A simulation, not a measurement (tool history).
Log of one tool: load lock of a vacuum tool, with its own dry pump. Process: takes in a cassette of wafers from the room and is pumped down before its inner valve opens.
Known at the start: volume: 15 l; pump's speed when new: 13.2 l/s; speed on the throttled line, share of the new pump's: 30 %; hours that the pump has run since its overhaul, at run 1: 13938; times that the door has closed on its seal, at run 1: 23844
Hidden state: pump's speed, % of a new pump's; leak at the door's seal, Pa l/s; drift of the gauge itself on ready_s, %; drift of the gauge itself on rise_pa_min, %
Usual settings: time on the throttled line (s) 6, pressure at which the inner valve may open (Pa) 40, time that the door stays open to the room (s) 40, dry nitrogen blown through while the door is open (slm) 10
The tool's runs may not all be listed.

run	hour	time on the throttled line (s)	pressure at which the inner valve may open (Pa)	time that the door stays open to the room (s)	dry nitrogen blown through while the door is open (slm)	hours that the pump has run since its overhaul	times that the door has closed on its seal	incoming humidity of the room's air, %	time from the closed door until the inner valve may open (s)	rise of the pressure with all valves shut (Pa/min)
1	0	6	40	40	10	13938	23844	41.3	12.8	0.035
2	160.4	6	40	40	10	14098	24100	45.7	13.1	0.037
3	516.4	6	40	40	10	14454	24667	46	13	0.036
4	797.3	6	40	40	4	14735	25114	43.4	13.1	0.044
5	1181.1	6	40	40	10	15119	25726	44.1	13.1	0.039
6	1473.5	6	40	40	10	15411	26192	44.1	13.3	0.043
7	1706.6	6	40	40	10	15644	26563	42.6	13.3	0.029
8	2044.1	6	40	62	10	15982	27101	46	13.1	0.051
9	2249.1	6	40	62	10	16187	27427	45	13.1	0.043
10	2579.7	6	40	62	10	16517	27954	45	13	0.043
11	2931.2	6	40	62	10	16869	28514	42.1	13.1	0.045
12	3258.5	6	40	62	10	17196	29036	46.2	13.1	0.05
13	3475.8	6	56	40	10	17413	29382	46.3	13	0.037
14	3651.1	9	40	100	4	17589	29661	43.5	15.1	0.082
15	3829.2	3	37	100	10	17767	29945	44.9	11.4	0.065
16	4124.8	3	37	100	10	18062	30416	44	11.3	0.059
17	4481.8	7	28	89	10	18419	30985	43.7	14.4	0.06
18	4849.6	7	28	89	10	18787	31571	42.2	14.2	0.054
19	5193.2	7	28	89	10	19131	32118	45.4	14.1	0.063
20	5552.7	6	55	77	10	19490	32691	44.2	12.8	0.052
21	5803.1	6	55	77	10	19741	33090	45.4	12.6	0.049

Forecast each of these 5 alternatives for the next run:
A	6041.6	6	55	77	33	19979	33470	44.2	?	?
B	6041.6	6	55	77	5	19979	33470	49.2	?	?
C	6041.6	4	55	77	10	19979	33470	43.7	?	?
D	6041.6	10	65	65	10	19979	33470	45	?	?
E	6041.6	5	40	40	10	19979	33470	45.3	?	?

run	time from the closed door until the inner valve may open (s)	rise of the pressure with all valves shut (Pa/min)
A	12.7	0.034
B	13	0.074
C	11.5	0.055
D	15.5	0.05
E	12.4	0.04
Without the tool's hidden state the same runs would have given:
run	time from the closed door until the inner valve may open (s)	rise of the pressure with all valves shut (Pa/min)
A	12.7	0.032
B	13	0.073
C	11.5	0.053
D	15.5	0.049
E	12.4	0.038
